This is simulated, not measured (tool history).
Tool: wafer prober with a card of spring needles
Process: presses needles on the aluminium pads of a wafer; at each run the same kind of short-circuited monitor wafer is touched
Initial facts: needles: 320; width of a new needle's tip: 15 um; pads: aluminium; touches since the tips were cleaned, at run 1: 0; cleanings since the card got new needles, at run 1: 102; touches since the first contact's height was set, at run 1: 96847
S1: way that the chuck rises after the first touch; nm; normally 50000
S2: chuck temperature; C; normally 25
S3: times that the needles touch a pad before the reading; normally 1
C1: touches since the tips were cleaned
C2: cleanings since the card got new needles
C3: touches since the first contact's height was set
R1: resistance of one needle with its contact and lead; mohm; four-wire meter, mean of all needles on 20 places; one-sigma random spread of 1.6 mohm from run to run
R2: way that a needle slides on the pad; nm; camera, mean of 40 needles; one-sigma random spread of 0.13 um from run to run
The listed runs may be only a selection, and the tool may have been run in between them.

{"run": 1, "day": 0.0, "S1": 50000, "S2": 25, "S3": 1, "C1": 0, "C2": 102, "C3": 96847, "R1": 151, "R2": 10150}
{"day": 0.238, "done": "tips cleaned on abrasive film"}
{"day": 0.475, "done": "tips cleaned on abrasive film"}
{"day": 0.662, "done": "tips cleaned on abrasive film"}
{"day": 0.9, "done": "tips cleaned on abrasive film"}
{"day": 1.1, "done": "tips cleaned on abrasive film"}
{"run": 2, "day": 1.1, "S1": 50000, "S2": 25, "S3": 1, "C1": 0, "C2": 107, "C3": 114341, "R1": 152, "R2": 9830}
{"day": 1.338, "done": "tips cleaned on abrasive film"}
{"day": 1.571, "done": "tips cleaned on abrasive film"}
{"day": 1.762, "done": "tips cleaned on abrasive film"}
{"day": 2.0, "done": "tips cleaned on abrasive film"}
{"run": 3, "day": 2.167, "S1": 50000, "S2": 25, "S3": 1, "C1": 2728, "C2": 111, "C3": 131381, "R1": 150, "R2": 9670}
{"day": 2.217, "done": "tips cleaned on abrasive film"}
{"day": 2.454, "done": "tips cleaned on abrasive film"}
{"day": 2.558, "done": "height of the first contact set anew"}
{"day": 2.704, "done": "tips cleaned on abrasive film"}
{"day": 2.942, "done": "tips cleaned on abrasive film"}
{"day": 3.175, "done": "tips cleaned on abrasive film"}
{"day": 3.367, "done": "tips cleaned on abrasive film"}
{"day": 3.604, "done": "tips cleaned on abrasive film"}
{"run": 4, "day": 3.679, "S1": 50000, "S2": 25, "S3": 1, "C1": 1245, "C2": 118, "C3": 17818, "R1": 152, "R2": 9820}
{"day": 3.825, "done": "tips cleaned on abrasive film"}
{"day": 4.012, "done": "tips cleaned on abrasive film"}
{"day": 4.25, "done": "tips cleaned on abrasive film"}
{"day": 4.488, "done": "tips cleaned on abrasive film"}
{"day": 4.675, "done": "tips cleaned on abrasive film"}
{"day": 4.912, "done": "tips cleaned on abrasive film"}
{"day": 5.15, "done": "tips cleaned on abrasive film"}
{"day": 5.388, "done": "tips cleaned on abrasive film"}
{"run": 5, "day": 5.533, "S1": 50000, "S2": 25, "S3": 1, "C1": 2417, "C2": 126, "C3": 47354, "R1": 153, "R2": 9890}
{"day": 5.588, "done": "tips cleaned on abrasive film"}
{"day": 5.821, "done": "tips cleaned on abrasive film"}
{"day": 6.058, "done": "tips cleaned on abrasive film"}
{"day": 6.296, "done": "tips cleaned on abrasive film"}
{"day": 6.483, "done": "tips cleaned on abrasive film"}
{"run": 6, "day": 6.662, "S1": 50000, "S2": 25, "S3": 1, "C1": 2908, "C2": 131, "C3": 65332, "R1": 152, "R2": 9800}
{"day": 6.717, "done": "tips cleaned on abrasive film"}
{"day": 6.904, "done": "tips cleaned on abrasive film"}
{"day": 7.142, "done": "tips cleaned on abrasive film"}
{"day": 7.333, "done": "tips cleaned on abrasive film"}
{"day": 7.521, "done": "tips cleaned on abrasive film"}
{"run": 7, "day": 7.525, "S1": 50000, "S2": 68, "S3": 1, "C1": 70, "C2": 136, "C3": 78963, "R1": 160, "R2": 9740}
{"day": 7.717, "done": "tips cleaned on abrasive film"}
{"day": 7.954, "done": "tips cleaned on abrasive film"}
{"day": 8.188, "done": "tips cleaned on abrasive film"}
{"day": 8.379, "done": "tips cleaned on abrasive film"}
{"day": 8.617, "done": "tips cleaned on abrasive film"}
{"day": 8.854, "done": "tips cleaned on abrasive film"}
{"day": 9.088, "done": "tips cleaned on abrasive film"}
{"run": 8, "day": 9.196, "S1": 50000, "S2": 68, "S3": 1, "C1": 1738, "C2": 143, "C3": 105565, "R1": 162, "R2": 10050}
{"day": 9.292, "done": "tips cleaned on abrasive film"}
{"day": 9.529, "done": "tips cleaned on abrasive film"}
{"day": 9.767, "done": "tips cleaned on abrasive film"}
{"day": 10.004, "done": "tips cleaned on abrasive film"}
{"run": 9, "day": 10.179, "S1": 50000, "S2": 25, "S3": 2, "C1": 2899, "C2": 147, "C3": 121272, "R1": 154, "R2": 10020}
{"day": 10.233, "done": "tips cleaned on abrasive film"}
{"day": 10.467, "done": "tips cleaned on abrasive film"}
{"day": 10.704, "done": "tips cleaned on abrasive film"}
{"day": 10.942, "done": "tips cleaned on abrasive film"}
{"day": 11.179, "done": "tips cleaned on abrasive film"}
{"day": 11.238, "done": "height of the first contact set anew"}
{"day": 11.425, "done": "tips cleaned on abrasive film"}
{"run": 10, "day": 11.55, "S1": 50000, "S2": 25, "S3": 2, "C1": 1996, "C2": 153, "C3": 5010, "R1": 153, "R2": 9960}
{"day": 11.646, "done": "tips cleaned on abrasive film"}
{"day": 11.838, "done": "tips cleaned on abrasive film"}
{"day": 12.075, "done": "tips cleaned on abrasive film"}
{"day": 12.308, "done": "tips cleaned on abrasive film"}
{"day": 12.546, "done": "tips cleaned on abrasive film"}
{"run": 11, "day": 12.662, "S1": 50000, "S2": 25, "S3": 2, "C1": 1856, "C2": 158, "C3": 22685, "R1": 153, "R2": 9900}
{"day": 12.758, "done": "tips cleaned on abrasive film"}
{"day": 12.996, "done": "tips cleaned on abrasive film"}
{"day": 13.229, "done": "tips cleaned on abrasive film"}
{"day": 13.467, "done": "tips cleaned on abrasive film"}
{"day": 13.704, "done": "tips cleaned on abrasive film"}
{"day": 13.942, "done": "tips cleaned on abrasive film"}
{"day": 14.175, "done": "tips cleaned on abrasive film"}
{"run": 12, "day": 14.25, "S1": 50000, "S2": 25, "S3": 2, "C1": 1174, "C2": 165, "C3": 47964, "R1": 157, "R2": 9990}
{"day": 14.392, "done": "tips cleaned on abrasive film"}
{"day": 14.629, "done": "tips cleaned on abrasive film"}
{"day": 14.867, "done": "tips cleaned on abrasive film"}
{"day": 15.054, "done": "tips cleaned on abrasive film"}
{"day": 15.292, "done": "tips cleaned on abrasive film"}
{"day": 15.529, "done": "tips cleaned on abrasive film"}
{"day": 15.767, "done": "tips cleaned on abrasive film"}
{"day": 16.0, "done": "tips cleaned on abrasive film"}
{"day": 16.238, "done": "tips cleaned on abrasive film"}
{"run": 13, "day": 16.292, "S1": 40000, "S2": 37, "S3": 2, "C1": 853, "C2": 174, "C3": 80456, "R1": 161, "R2": 7830}
{"day": 16.433, "done": "tips cleaned on abrasive film"}
{"day": 16.625, "done": "tips cleaned on abrasive film"}
{"day": 16.862, "done": "tips cleaned on abrasive film"}
{"day": 17.05, "done": "tips cleaned on abrasive film"}
{"day": 17.288, "done": "tips cleaned on abrasive film"}
{"day": 17.525, "done": "tips cleaned on abrasive film"}
{"day": 17.758, "done": "tips cleaned on abrasive film"}
{"day": 17.95, "done": "tips cleaned on abrasive film"}
{"run": 14, "day": 18.012, "S1": 45000, "S2": 35, "S3": 2, "C1": 1013, "C2": 182, "C3": 107838, "R1": 157, "R2": 8830}
{"day": 18.154, "done": "tips cleaned on abrasive film"}
{"day": 18.392, "done": "tips cleaned on abrasive film"}
{"day": 18.629, "done": "tips cleaned on abrasive film"}
{"day": 18.821, "done": "tips cleaned on abrasive film"}
{"day": 19.054, "done": "tips cleaned on abrasive film"}
{"day": 19.292, "done": "tips cleaned on abrasive film"}
{"day": 19.483, "done": "tips cleaned on abrasive film"}
{"day": 19.717, "done": "tips cleaned on abrasive film"}
{"run": 15, "day": 19.754, "S1": 45000, "S2": 35, "S3": 2, "C1": 551, "C2": 190, "C3": 135506, "R1": 157, "R2": 8720}
{"day": 19.904, "done": "height of the first contact set anew"}
{"day": 19.954, "done": "tips cleaned on abrasive film"}
{"day": 20.192, "done": "tips cleaned on abrasive film"}
{"day": 20.429, "done": "tips cleaned on abrasive film"}
{"day": 20.662, "done": "tips cleaned on abrasive film"}
{"day": 20.9, "done": "tips cleaned on abrasive film"}
{"run": 16, "day": 20.954, "S1": 56000, "S2": 27, "S3": 1, "C1": 894, "C2": 195, "C3": 16713, "R1": 152, "R2": 10910}
{"day": 21.1, "done": "tips cleaned on abrasive film"}
{"day": 21.338, "done": "tips cleaned on abrasive film"}
{"day": 21.571, "done": "tips cleaned on abrasive film"}
{"day": 21.808, "done": "tips cleaned on abrasive film"}
{"day": 22.0, "done": "tips cleaned on abrasive film"}
{"day": 22.233, "done": "tips cleaned on abrasive film"}
{"run": 17, "day": 22.258, "S1": 35000, "S2": 85, "S3": 1, "C1": 386, "C2": 201, "C3": 37437, "R1": 172, "R2": 7070}
{"day": 22.45, "done": "tips cleaned on abrasive film"}
{"day": 22.688, "done": "tips cleaned on abrasive film"}
{"day": 22.875, "done": "tips cleaned on abrasive film"}
{"day": 23.112, "done": "tips cleaned on abrasive film"}
{"day": 23.35, "done": "tips cleaned on abrasive film"}
{"day": 23.583, "done": "tips cleaned on abrasive film"}
{"run": 18, "day": 23.704, "S1": 47000, "S2": 44, "S3": 2, "C1": 1957, "C2": 207, "C3": 60487, "R1": 156, "R2": 9280}
{"day": 23.804, "done": "tips cleaned on abrasive film"}
{"day": 24.038, "done": "tips cleaned on abrasive film"}
{"day": 24.275, "done": "tips cleaned on abrasive film"}
{"day": 24.512, "done": "tips cleaned on abrasive film"}
{"day": 24.75, "done": "tips cleaned on abrasive film"}
{"run": 19, "day": 24.883, "S1": 64000, "S2": 74, "S3": 1, "C1": 2174, "C2": 212, "C3": 79234, "R1": 156, "R2": 12430}
{"day": 24.979, "done": "tips cleaned on abrasive film"}
{"day": 25.217, "done": "tips cleaned on abrasive film"}
{"day": 25.454, "done": "tips cleaned on abrasive film"}
{"day": 25.642, "done": "tips cleaned on abrasive film"}
{"run": 20, "day": 25.754, "S1": 64000, "S2": 74, "S3": 1, "C1": 1830, "C2": 216, "C3": 93118, "R1": 159, "R2": 12610}
{"day": 25.854, "done": "tips cleaned on abrasive film"}
{"day": 26.088, "done": "tips cleaned on abrasive film"}
{"day": 26.279, "done": "tips cleaned on abrasive film"}
{"day": 26.471, "done": "tips cleaned on abrasive film"}
{"day": 26.704, "done": "tips cleaned on abrasive film"}
{"day": 26.942, "done": "tips cleaned on abrasive film"}
{"day": 27.133, "done": "tips cleaned on abrasive film"}
{"run": 21, "day": 27.312, "S1": 64000, "S2": 74, "S3": 1, "C1": 2943, "C2": 223, "C3": 117908, "R1": 154, "R2": 12790}
{"day": 27.367, "done": "tips cleaned on abrasive film"}
{"day": 27.6, "done": "tips cleaned on abrasive film"}
{"day": 27.792, "done": "tips cleaned on abrasive film"}
{"day": 28.029, "done": "tips cleaned on abrasive film"}
{"day": 28.262, "done": "tips cleaned on abrasive film"}
{"run": 22, "day": 28.279, "S1": 46000, "S2": 31, "S3": 2, "C1": 256, "C2": 228, "C3": 133230, "R1": 153, "R2": 8820}

Forecast each of these 4 alternatives for the next run:
{"day": 28.471, "done": "tips cleaned on abrasive film"}
{"day": 28.575, "done": "height of the first contact set anew"}
{"day": 28.721, "done": "tips cleaned on abrasive film"}
{"day": 28.954, "done": "tips cleaned on abrasive film"}
{"day": 29.192, "done": "tips cleaned on abrasive film"}
{"day": 29.429, "done": "tips cleaned on abrasive film"}
{"run": "A", "day": 29.55, "S1": 50000, "S2": 25, "S3": 2, "C1": 1953, "C2": 233, "C3": 15512, "R1": "?", "R2": "?"}
{"day": 28.471, "done": "tips cleaned on abrasive film"}
{"day": 28.575, "done": "height of the first contact set anew"}
{"day": 28.721, "done": "tips cleaned on abrasive film"}
{"day": 28.954, "done": "tips cleaned on abrasive film"}
{"day": 29.192, "done": "tips cleaned on abrasive film"}
{"day": 29.429, "done": "tips cleaned on abrasive film"}
{"run": "B", "day": 29.55, "S1": 50000, "S2": 30, "S3": 1, "C1": 1953, "C2": 233, "C3": 15512, "R1": "?", "R2": "?"}
{"day": 28.471, "done": "tips cleaned on abrasive film"}
{"day": 28.575, "done": "height of the first contact set anew"}
{"day": 28.721, "done": "tips cleaned on abrasive film"}
{"day": 28.954, "done": "tips cleaned on abrasive film"}
{"day": 29.192, "done": "tips cleaned on abrasive film"}
{"day": 29.429, "done": "tips cleaned on abrasive film"}
{"run": "C", "day": 29.55, "S1": 38000, "S2": 35, "S3": 1, "C1": 1953, "C2": 233, "C3": 15512, "R1": "?", "R2": "?"}
{"day": 28.471, "done": "tips cleaned on abrasive film"}
{"day": 28.575, "done": "height of the first contact set anew"}
{"day": 28.721, "done": "tips cleaned on abrasive film"}
{"day": 28.954, "done": "tips cleaned on abrasive film"}
{"day": 29.192, "done": "tips cleaned on abrasive film"}
{"day": 29.429, "done": "tips cleaned on abrasive film"}
{"run": "D", "day": 29.55, "S1": 57000, "S2": 36, "S3": 2, "C1": 1953, "C2": 233, "C3": 15512, "R1": "?", "R2": "?"}

run=A R1=154 R2=9740
run=B R1=152 R2=9790
run=C R1=162 R2=7580
run=D R1=150 R2=11350
What these runs would have given with no unlogged condition in the tool:
run=A R1=154 R2=9740
run=B R1=152 R2=9790
run=C R1=161 R2=7580
run=D R1=150 R2=11350
